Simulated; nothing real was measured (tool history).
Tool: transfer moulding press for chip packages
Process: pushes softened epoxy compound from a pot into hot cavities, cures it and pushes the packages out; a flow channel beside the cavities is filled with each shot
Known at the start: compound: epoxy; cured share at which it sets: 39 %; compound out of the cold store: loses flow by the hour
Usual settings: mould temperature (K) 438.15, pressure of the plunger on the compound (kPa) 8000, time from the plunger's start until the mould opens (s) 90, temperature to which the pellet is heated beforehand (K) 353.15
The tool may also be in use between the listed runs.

| run | hour | mould temperature (K) | pressure of the plunger on the compound (kPa) | time from the plunger's start until the mould opens (s) | temperature to which the pellet is heated beforehand (K) | incoming compound's hours out of the cold store | length that the compound runs in the flow channel (mm) | greatest force on the pins that push the packages out (N) |
|---|---|---|---|---|---|---|---|---|
| 1 | 0.0 | 438.15 | 8000 | 90 | 353.15 | 11.1 | 730 | 532 |
|  | 39.0 | cavities cleaned with cleaning compound and waxed |
| 2 | 77.4 | 438.15 | 8000 | 90 | 353.15 | 14.6 | 700 | 632 |
|  | 99.6 | cavities cleaned with cleaning compound and waxed |
| 3 | 146.9 | 437.15 | 8000 | 90 | 353.15 | 14.2 | 700 | 696 |
|  | 157.3 | cavities cleaned with cleaning compound and waxed |
| 4 | 198.7 | 437.15 | 6330 | 90 | 353.15 | 26.2 | 586 | 665 |
|  | 219.5 | cavities cleaned with cleaning compound and waxed |
|  | 279.5 | cavities cleaned with cleaning compound and waxed |
| 5 | 280.6 | 437.15 | 6360 | 90 | 353.15 | 26.1 | 580 | 378 |
|  | 339.9 | cavities cleaned with cleaning compound and waxed |
| 6 | 368.1 | 437.15 | 6360 | 90 | 353.15 | 46.1 | 521 | 533 |
|  | 397.1 | cavities cleaned with cleaning compound and waxed |
| 7 | 417.6 | 438.15 | 8000 | 72 | 353.15 | 19.9 | 661 | 933 |
|  | 425.7 | mould's thermocouples calibrated |
|  | 461.5 | cavities cleaned with cleaning compound and waxed |
| 8 | 463.9 | 438.15 | 8000 | 90 | 361.15 | 17.2 | 660 | 395 |
|  | 520.5 | cavities cleaned with cleaning compound and waxed |
| 9 | 526.3 | 433.15 | 9220 | 84 | 344.15 | 24.8 | 689 | 678 |
|  | 543.3 | plunger's sealing rings changed |
|  | 585.3 | cavities cleaned with cleaning compound and waxed |
| 10 | 622.2 | 434.15 | 9670 | 116 | 344.15 | 36.7 | 697 | 520 |
|  | 647.7 | cavities cleaned with cleaning compound and waxed |
| 11 | 669.6 | 432.15 | 6680 | 114 | 361.15 | 44.0 | 566 | 448 |
|  | 709.4 | cavities cleaned with cleaning compound and waxed |
| 12 | 750.1 | 437.15 | 6970 | 75 | 349.15 | 32.4 | 604 | 1069 |
|  | 766.2 | cavities cleaned with cleaning compound and waxed |
| 13 | 797.4 | 446.15 | 8130 | 90 | 353.15 | 29.4 | 650 | 432 |
|  | 824.5 | cavities cleaned with cleaning compound and waxed |
| 14 | 858.3 | 433.15 | 6550 | 90 | 357.15 | 37.1 | 568 | 793 |
|  | 884.5 | cavities cleaned with cleaning compound and waxed |
| 15 | 927.4 | 433.15 | 6550 | 94 | 345.15 | 8.6 | 664 | 921 |

4 ways to go on from here, each from the tool as it stands after run 15. What would each give?
|  | 944.4 | cavities cleaned with cleaning compound and waxed |
|  | 992.0 | mould's thermocouples calibrated, once more |
|  | 1006.5 | cavities cleaned with cleaning compound and waxed |
| A | 1014.9 | 433.15 | 7590 | 94 | 361.15 | 27.8 | ? | ? |
|  | 944.4 | cavities cleaned with cleaning compound and waxed |
|  | 992.0 | mould's thermocouples calibrated, once more |
|  | 1006.5 | cavities cleaned with cleaning compound and waxed |
| B | 1014.9 | 431.15 | 6550 | 94 | 345.15 | 11.7 | ? | ? |
|  | 944.4 | cavities cleaned with cleaning compound and waxed |
|  | 992.0 | mould's thermocouples calibrated, once more |
|  | 1006.5 | cavities cleaned with cleaning compound and waxed |
| C | 1014.9 | 438.15 | 6220 | 93 | 345.15 | 41.4 | ? | ? |
|  | 944.4 | cavities cleaned with cleaning compound and waxed |
|  | 992.0 | mould's thermocouples calibrated, once more |
|  | 1006.5 | cavities cleaned with cleaning compound and waxed |
| D | 1014.9 | 433.15 | 7400 | 94 | 345.15 | 44.7 | ? | ? |

| run | length that the compound runs in the flow channel (mm) | greatest force on the pins that push the packages out (N) |
|---|---|---|
| A | 642 | 460 |
| B | 650 | 600 |
| C | 530 | 372 |
| D | 570 | 475 |
Without the tool's hidden state the same runs would have given:
| run | length that the compound runs in the flow channel (mm) | greatest force on the pins that push the packages out (N) |
|---|---|---|
| A | 671 | 380 |
| B | 678 | 495 |
| C | 554 | 306 |
| D | 595 | 393 |
